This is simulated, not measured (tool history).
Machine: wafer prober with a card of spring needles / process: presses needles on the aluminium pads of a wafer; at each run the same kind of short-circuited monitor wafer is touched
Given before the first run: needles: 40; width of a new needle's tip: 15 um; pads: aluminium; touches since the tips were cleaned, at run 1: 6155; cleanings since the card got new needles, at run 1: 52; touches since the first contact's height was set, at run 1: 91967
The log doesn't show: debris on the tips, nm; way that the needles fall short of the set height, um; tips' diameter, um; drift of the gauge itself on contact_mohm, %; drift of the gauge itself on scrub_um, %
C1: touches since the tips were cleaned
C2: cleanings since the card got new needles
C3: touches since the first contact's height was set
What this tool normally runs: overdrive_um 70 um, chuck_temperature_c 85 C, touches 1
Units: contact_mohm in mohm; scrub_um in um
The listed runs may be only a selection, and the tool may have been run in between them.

Run 1, hour 0: usual settings; C1 6155; C2 52; C3 91967. Result: contact_mohm 303 mohm, scrub_um 14.35 um.
At hour 2.1: tips cleaned on abrasive film.
Run 2, hour 21.7: usual settings but overdrive_um 62 um; C1 6521; C2 53; C3 99168. Result: contact_mohm 335 mohm, scrub_um 12.63 um.
At hour 23.5: tips cleaned on abrasive film.
Run 3, hour 37.5: usual settings; C1 4645; C2 54; C3 104379. Result: contact_mohm 293 mohm, scrub_um 14.34 um.
At hour 44.1: tips cleaned on abrasive film.
At hour 66.3: tips cleaned on abrasive film.
Run 4, hour 71.4: usual settings but overdrive_um 78 um; C1 1698; C2 56; C3 115598. Result: contact_mohm 244 mohm, scrub_um 15.88 um.
At hour 89: tips cleaned on abrasive film.
Run 5, hour 103.2: usual settings but overdrive_um 78 um; C1 4755; C2 57; C3 126181. Result: contact_mohm 281 mohm, scrub_um 15.87 um.
At hour 112.2: tips cleaned on abrasive film.
Run 6, hour 123.7: usual settings but overdrive_um 78 um; C1 3822; C2 58; C3 132951. Result: contact_mohm 269 mohm, scrub_um 15.9 um.
At hour 133.9: tips cleaned on abrasive film.
Run 7, hour 151.6: usual settings but overdrive_um 78 um; C1 5902; C2 59; C3 142235. Result: contact_mohm 284 mohm, scrub_um 15.85 um.
At hour 154.7: tips cleaned on abrasive film.
Run 8, hour 170.5: usual settings but chuck_temperature_c 108 C; C1 5257; C2 60; C3 148485. Result: contact_mohm 305 mohm, scrub_um 14.2 um.
At hour 175.2: tips cleaned on abrasive film.
At hour 195.5: tips cleaned on abrasive film.
Run 9, hour 197.3: usual settings; C1 575; C2 62; C3 157329. Result: contact_mohm 231 mohm, scrub_um 14.19 um.
At hour 207: height of the first contact set anew.
At hour 217.3: tips cleaned on abrasive film.
Run 10, hour 232.4: usual settings but overdrive_um 57 um; C1 5029; C2 63; C3 8423. Result: contact_mohm 336 mohm, scrub_um 11.77 um.
At hour 239.8: tips cleaned on abrasive film.
At hour 261.7: tips cleaned on abrasive film.
Run 11, hour 261.7: usual settings but overdrive_um 57 um, chuck_temperature_c 117 C; C1 0; C2 65; C3 18085. Result: contact_mohm 219 mohm, scrub_um 11.73 um.
At hour 283.6: tips cleaned on abrasive film.
Run 12, hour 283.6: usual settings but overdrive_um 83 um, chuck_temperature_c 45 C, touches 2; C1 9; C2 66; C3 25363. Result: contact_mohm 198 mohm, scrub_um 17.16 um.
At hour 305.1: tips cleaned on abrasive film.
Run 13, hour 316.2: usual settings but overdrive_um 73 um, chuck_temperature_c 106 C, touches 2; C1 3670; C2 67; C3 36166. Result: contact_mohm 253 mohm, scrub_um 15.05 um.
At hour 327.5: tips cleaned on abrasive film.
Run 14, hour 333.2: usual settings but overdrive_um 86 um, chuck_temperature_c 59 C; C1 1878; C2 68; C3 41800. Result: contact_mohm 235 mohm, scrub_um 17.71 um.
At hour 349.1: tips cleaned on abrasive film.
Run 15, hour 366.8: usual settings but overdrive_um 68 um, chuck_temperature_c 37 C; C1 5925; C2 69; C3 52981. Result: contact_mohm 305 mohm, scrub_um 13.98 um.
At hour 370.6: tips cleaned on abrasive film.
At hour 391.3: tips cleaned on abrasive film.
Run 16, hour 399.2: usual settings but overdrive_um 77 um, touches 2; C1 2631; C2 71; C3 63678. Result: contact_mohm 228 mohm, scrub_um 15.76 um.
At hour 411.6: tips cleaned on abrasive film.
At hour 432.8: tips cleaned on abrasive film.
Run 17, hour 432.8: usual settings but overdrive_um 65 um, touches 2; C1 0; C2 73; C3 74816. Result: contact_mohm 209 mohm, scrub_um 13.35 um.
At hour 453.5: tips cleaned on abrasive film.
Run 18, hour 453.5: usual settings but overdrive_um 65 um, touches 2; C1 0; C2 74; C3 81686. Result: contact_mohm 210 mohm, scrub_um 13.29 um.
At hour 474.3: tips cleaned on abrasive film.
Run 19, hour 478.8: usual settings but overdrive_um 59 um; C1 1503; C2 75; C3 90072. Result: contact_mohm 265 mohm, scrub_um 12.03 um.
At hour 496.4: tips cleaned on abrasive film.
Run 20, hour 498.3: usual settings but overdrive_um 81 um, chuck_temperature_c 66 C; C1 630; C2 76; C3 96516. Result: contact_mohm 218 mohm, scrub_um 16.62 um.
At hour 517.6: tips cleaned on abrasive film.
Run 21, hour 521.9: usual settings but overdrive_um 81 um, chuck_temperature_c 66 C; C1 1442; C2 77; C3 104363. Result: contact_mohm 235 mohm, scrub_um 16.6 um.

Each row is a separate what-if for the run after 21, all from the same tool condition, not one after another. Results?
At hour 538.6: tips cleaned on abrasive film.
Run A, hour 555.9: usual settings but overdrive_um 84 um; C1 5742; C2 78; C3 115633. Result: contact_mohm ?, scrub_um ?.
At hour 538.6: tips cleaned on abrasive film.
Run B, hour 555.9: usual settings but overdrive_um 56 um, chuck_temperature_c 52 C; C1 5742; C2 78; C3 115633. Result: contact_mohm ?, scrub_um ?.
At hour 538.6: tips cleaned on abrasive film.
Run C, hour 555.9: usual settings but chuck_temperature_c 34 C; C1 5742; C2 78; C3 115633. Result: contact_mohm ?, scrub_um ?.
At hour 538.6: tips cleaned on abrasive film.
Run D, hour 555.9: usual settings but overdrive_um 64 um; C1 5742; C2 78; C3 115633. Result: contact_mohm ?, scrub_um ?.
At hour 538.6: tips cleaned on abrasive film.
Run E, hour 555.9: usual settings but touches 3; C1 5742; C2 78; C3 115633. Result: contact_mohm ?, scrub_um ?.

run  contact_mohm  scrub_um
  A           278     17.26
  B           354     11.38
  C           300     14.26
  D           323     13.03
  E           240     14.27
With no hidden state in the tool, these same runs would have given:
run  contact_mohm  scrub_um
  A           200     17.46
  B           192     11.58
  C           186     14.47
  D           200     13.24
  E           200     14.48
